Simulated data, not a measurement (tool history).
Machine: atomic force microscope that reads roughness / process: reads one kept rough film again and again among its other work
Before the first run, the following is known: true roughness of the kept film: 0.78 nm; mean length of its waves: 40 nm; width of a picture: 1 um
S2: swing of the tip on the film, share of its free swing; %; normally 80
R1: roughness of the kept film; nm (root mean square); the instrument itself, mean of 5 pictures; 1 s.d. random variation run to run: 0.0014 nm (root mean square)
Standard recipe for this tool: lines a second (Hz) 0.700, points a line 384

run 1 hour=0.0 | lines_a_second_(Hz)=0.700 S2=80 points_a_line=384 | R1=0.722
run 2 hour=34.9 | lines_a_second_(Hz)=0.700 S2=80 points_a_line=384 | R1=0.722
run 3 hour=73.8 | lines_a_second_(Hz)=0.700 S2=80 points_a_line=384 | R1=0.725
run 4 hour=97.3 | lines_a_second_(Hz)=0.700 S2=80 points_a_line=384 | R1=0.723
run 5 hour=136.2 | lines_a_second_(Hz)=0.700 S2=80 points_a_line=552 | R1=0.727
run 6 hour=177.0 | lines_a_second_(Hz)=0.700 S2=80 points_a_line=316 | R1=0.722
run 7 hour=214.9 | lines_a_second_(Hz)=2.279 S2=80 points_a_line=706 | R1=0.640
run 8 hour=249.7 | lines_a_second_(Hz)=3.964 S2=64 points_a_line=406 | R1=0.670
run 9 hour=274.1 | lines_a_second_(Hz)=0.700 S2=68 points_a_line=653 | R1=0.745
run 10 hour=292.2 | lines_a_second_(Hz)=0.700 S2=68 points_a_line=653 | R1=0.745

The log once held 1 entry between its listed runs, left out of this copy. Where does each go, and what is different about the tool's unlogged condition between the listed run before it and the listed run after it?
From run 4 to run 5: new tip fitted (hour 131.7)
  radius of the tip, nm: 5.2 -> 5
